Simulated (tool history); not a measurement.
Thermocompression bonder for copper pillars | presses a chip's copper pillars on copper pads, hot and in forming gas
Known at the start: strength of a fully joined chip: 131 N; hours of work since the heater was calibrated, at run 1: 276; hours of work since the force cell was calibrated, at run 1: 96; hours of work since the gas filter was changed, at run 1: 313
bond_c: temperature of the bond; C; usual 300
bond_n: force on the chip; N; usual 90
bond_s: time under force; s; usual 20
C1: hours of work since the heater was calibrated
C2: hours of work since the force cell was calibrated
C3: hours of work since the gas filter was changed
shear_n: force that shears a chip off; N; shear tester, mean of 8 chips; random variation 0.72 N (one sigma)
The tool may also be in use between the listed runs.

run 1 hour=0 | bond_c=300 bond_n=90 bond_s=20 | C1=276 C2=96 C3=313 | shear_n=80.5
run 2 hour=14.6 | bond_c=300 bond_n=90 bond_s=20 | C1=282 C2=103 C3=319 | shear_n=79.7
run 3 hour=25.3 | bond_c=300 bond_n=90 bond_s=20 | C1=287 C2=108 C3=324 | shear_n=78.9
run 4 hour=39.7 | bond_c=300 bond_n=90 bond_s=20 | C1=293 C2=114 C3=331 | shear_n=78.5
run 5 hour=47.7 | bond_c=300 bond_n=90 bond_s=20 | C1=297 C2=118 C3=334 | shear_n=78.6
run 6 hour=61.2 | bond_c=300 bond_n=90 bond_s=20 | C1=303 C2=124 C3=340 | shear_n=79.2
run 7 hour=71.6 | bond_c=300 bond_n=90 bond_s=20 | C1=308 C2=128 C3=345 | shear_n=77.7
run 8 hour=81.2 | bond_c=300 bond_n=90 bond_s=20 | C1=312 C2=132 C3=349 | shear_n=78.5
run 9 hour=93.4 | bond_c=300 bond_n=90 bond_s=20 | C1=317 C2=138 C3=355 | shear_n=78.9
run 10 hour=109.2 | bond_c=282 bond_n=90 bond_s=20 | C1=324 C2=145 C3=362 | shear_n=67.5
run 11 hour=121.6 | bond_c=282 bond_n=90 bond_s=20 | C1=330 C2=151 C3=367 | shear_n=67.7
run 12 hour=136.8 | bond_c=282 bond_n=90 bond_s=20 | C1=337 C2=157 C3=374 | shear_n=66.6
run 13 hour=151.2 | bond_c=305 bond_n=90 bond_s=20 | C1=343 C2=164 C3=380 | shear_n=81
run 14 hour=162.9 | bond_c=305 bond_n=90 bond_s=20 | C1=348 C2=169 C3=386 | shear_n=81.2
-- hour=168.7 forming gas filter changed
run 15 hour=171.5 | bond_c=271 bond_n=97 bond_s=20 | C1=352 C2=173 C3=1 | shear_n=70.3
run 16 hour=183.4 | bond_c=296 bond_n=97 bond_s=14 | C1=357 C2=178 C3=7 | shear_n=79.6
run 17 hour=191.8 | bond_c=304 bond_n=90 bond_s=17 | C1=361 C2=182 C3=10 | shear_n=86.5
run 18 hour=200.7 | bond_c=300 bond_n=73 bond_s=41 | C1=365 C2=186 C3=14 | shear_n=96.3
run 19 hour=209.8 | bond_c=300 bond_n=73 bond_s=41 | C1=369 C2=190 C3=18 | shear_n=96.4
run 20 hour=221 | bond_c=300 bond_n=73 bond_s=41 | C1=374 C2=195 C3=23 | shear_n=98.2
run 21 hour=232.7 | bond_c=305 bond_n=103 bond_s=45 | C1=379 C2=200 C3=29 | shear_n=108.6
run 22 hour=241.8 | bond_c=279 bond_n=97 bond_s=33 | C1=383 C2=204 C3=33 | shear_n=85.4
run 23 hour=258 | bond_c=283 bond_n=113 bond_s=57 | C1=390 C2=211 C3=40 | shear_n=104
run 24 hour=271.8 | bond_c=283 bond_n=113 bond_s=57 | C1=397 C2=217 C3=46 | shear_n=104.7
run 25 hour=279.3 | bond_c=283 bond_n=113 bond_s=57 | C1=400 C2=221 C3=49 | shear_n=103.8
run 26 hour=287.1 | bond_c=283 bond_n=113 bond_s=57 | C1=403 C2=224 C3=53 | shear_n=106.1
run 27 hour=296.7 | bond_c=296 bond_n=61 bond_s=57 | C1=408 C2=228 C3=57 | shear_n=96.1
run 28 hour=308.1 | bond_c=298 bond_n=113 bond_s=20 | C1=413 C2=233 C3=62 | shear_n=91.2

Forecast each of these 3 alternatives for the next run:
run A hour=320.8 | bond_c=298 bond_n=92 bond_s=20 | C1=418 C2=239 C3=68 | shear_n=?
run B hour=320.8 | bond_c=326 bond_n=90 bond_s=20 | C1=418 C2=239 C3=68 | shear_n=?
run C hour=320.8 | bond_c=311 bond_n=66 bond_s=38 | C1=418 C2=239 C3=68 | shear_n=?

run=A shear_n=86
run=B shear_n=100.7
run=C shear_n=97.7
Without the tool's hidden state the same runs would have given:
run=A shear_n=90.4
run=B shear_n=104.8
run=C shear_n=101.9

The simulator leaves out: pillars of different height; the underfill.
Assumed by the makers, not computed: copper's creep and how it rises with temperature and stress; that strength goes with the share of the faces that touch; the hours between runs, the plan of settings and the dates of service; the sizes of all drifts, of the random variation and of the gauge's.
